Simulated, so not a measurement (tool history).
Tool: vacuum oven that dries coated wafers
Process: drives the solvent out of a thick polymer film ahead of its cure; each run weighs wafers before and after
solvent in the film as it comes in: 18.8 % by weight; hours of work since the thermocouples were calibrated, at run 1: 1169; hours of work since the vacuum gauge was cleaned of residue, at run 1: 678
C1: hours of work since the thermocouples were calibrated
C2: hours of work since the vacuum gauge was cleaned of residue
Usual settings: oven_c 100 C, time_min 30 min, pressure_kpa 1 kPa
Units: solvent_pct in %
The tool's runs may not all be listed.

{"run": 1, "hour": 0.0, "oven_c": 100, "time_min": 30, "pressure_kpa": 1, "C1": 1169, "C2": 678, "solvent_pct": 1.55}
{"run": 2, "hour": 57.9, "oven_c": 100, "time_min": 30, "pressure_kpa": 1, "C1": 1197, "C2": 706, "solvent_pct": 1.59}
{"run": 3, "hour": 156.6, "oven_c": 115, "time_min": 30, "pressure_kpa": 1, "C1": 1243, "C2": 753, "solvent_pct": 0.65}
{"run": 4, "hour": 250.6, "oven_c": 105, "time_min": 30, "pressure_kpa": 1, "C1": 1288, "C2": 797, "solvent_pct": 1.17}
{"run": 5, "hour": 331.3, "oven_c": 100, "time_min": 30, "pressure_kpa": 1, "C1": 1326, "C2": 836, "solvent_pct": 1.59}
{"run": 6, "hour": 418.6, "oven_c": 103, "time_min": 30, "pressure_kpa": 1, "C1": 1368, "C2": 877, "solvent_pct": 1.38}
{"run": 7, "hour": 504.1, "oven_c": 103, "time_min": 30, "pressure_kpa": 1, "C1": 1408, "C2": 917, "solvent_pct": 1.18}
{"hour": 576.6, "done": "oven's thermocouples calibrated"}
{"run": 8, "hour": 607.3, "oven_c": 100, "time_min": 30, "pressure_kpa": 1, "C1": 15, "C2": 966, "solvent_pct": 1.44}
{"run": 9, "hour": 672.9, "oven_c": 100, "time_min": 30, "pressure_kpa": 1, "C1": 46, "C2": 997, "solvent_pct": 1.32}
{"run": 10, "hour": 761.4, "oven_c": 100, "time_min": 30, "pressure_kpa": 1, "C1": 88, "C2": 1039, "solvent_pct": 1.29}
{"run": 11, "hour": 814.9, "oven_c": 100, "time_min": 25, "pressure_kpa": 1, "C1": 113, "C2": 1064, "solvent_pct": 1.69}
{"run": 12, "hour": 930.5, "oven_c": 100, "time_min": 25, "pressure_kpa": 1, "C1": 168, "C2": 1119, "solvent_pct": 1.68}
{"run": 13, "hour": 1008.6, "oven_c": 115, "time_min": 25, "pressure_kpa": 1, "C1": 205, "C2": 1156, "solvent_pct": 0.68}
{"hour": 1097.4, "done": "oven's thermocouples calibrated, once more"}
{"run": 14, "hour": 1121.7, "oven_c": 88, "time_min": 27, "pressure_kpa": 0.87, "C1": 12, "C2": 1209, "solvent_pct": 4.61}
{"run": 15, "hour": 1185.8, "oven_c": 93, "time_min": 15, "pressure_kpa": 0.8, "C1": 42, "C2": 1239, "solvent_pct": 6.15}
{"run": 16, "hour": 1257.5, "oven_c": 100, "time_min": 44, "pressure_kpa": 2.26, "C1": 76, "C2": 1273, "solvent_pct": 2.57}
{"run": 17, "hour": 1352.8, "oven_c": 111, "time_min": 20, "pressure_kpa": 2.26, "C1": 121, "C2": 1318, "solvent_pct": 2.36}
{"run": 18, "hour": 1412.7, "oven_c": 111, "time_min": 20, "pressure_kpa": 2.26, "C1": 150, "C2": 1347, "solvent_pct": 2.39}
{"run": 19, "hour": 1511.9, "oven_c": 100, "time_min": 16, "pressure_kpa": 1.51, "C1": 197, "C2": 1394, "solvent_pct": 4.74}
{"run": 20, "hour": 1582.9, "oven_c": 100, "time_min": 17, "pressure_kpa": 0.85, "C1": 230, "C2": 1427, "solvent_pct": 3.87}
{"run": 21, "hour": 1641.2, "oven_c": 100, "time_min": 33, "pressure_kpa": 1.31, "C1": 258, "C2": 1455, "solvent_pct": 2.18}
{"run": 22, "hour": 1762.3, "oven_c": 100, "time_min": 27, "pressure_kpa": 0.83, "C1": 315, "C2": 1513, "solvent_pct": 2.14}
{"run": 23, "hour": 1843.4, "oven_c": 95, "time_min": 27, "pressure_kpa": 2.96, "C1": 354, "C2": 1551, "solvent_pct": 5.03}

Forecast each of these 3 alternatives for the next run:
{"run": "A", "hour": 1961.7, "oven_c": 100, "time_min": 45, "pressure_kpa": 1, "C1": 410, "C2": 1607, "solvent_pct": "?"}
{"run": "B", "hour": 1961.7, "oven_c": 86, "time_min": 39, "pressure_kpa": 1.78, "C1": 410, "C2": 1607, "solvent_pct": "?"}
{"run": "C", "hour": 1961.7, "oven_c": 104, "time_min": 27, "pressure_kpa": 2.02, "C1": 410, "C2": 1607, "solvent_pct": "?"}

run=A solvent_pct=1.44
run=B solvent_pct=4.93
run=C solvent_pct=2.43
Without the tool's hidden state the same runs would have given:
run=A solvent_pct=1.08
run=B solvent_pct=4.5
run=C solvent_pct=2.2
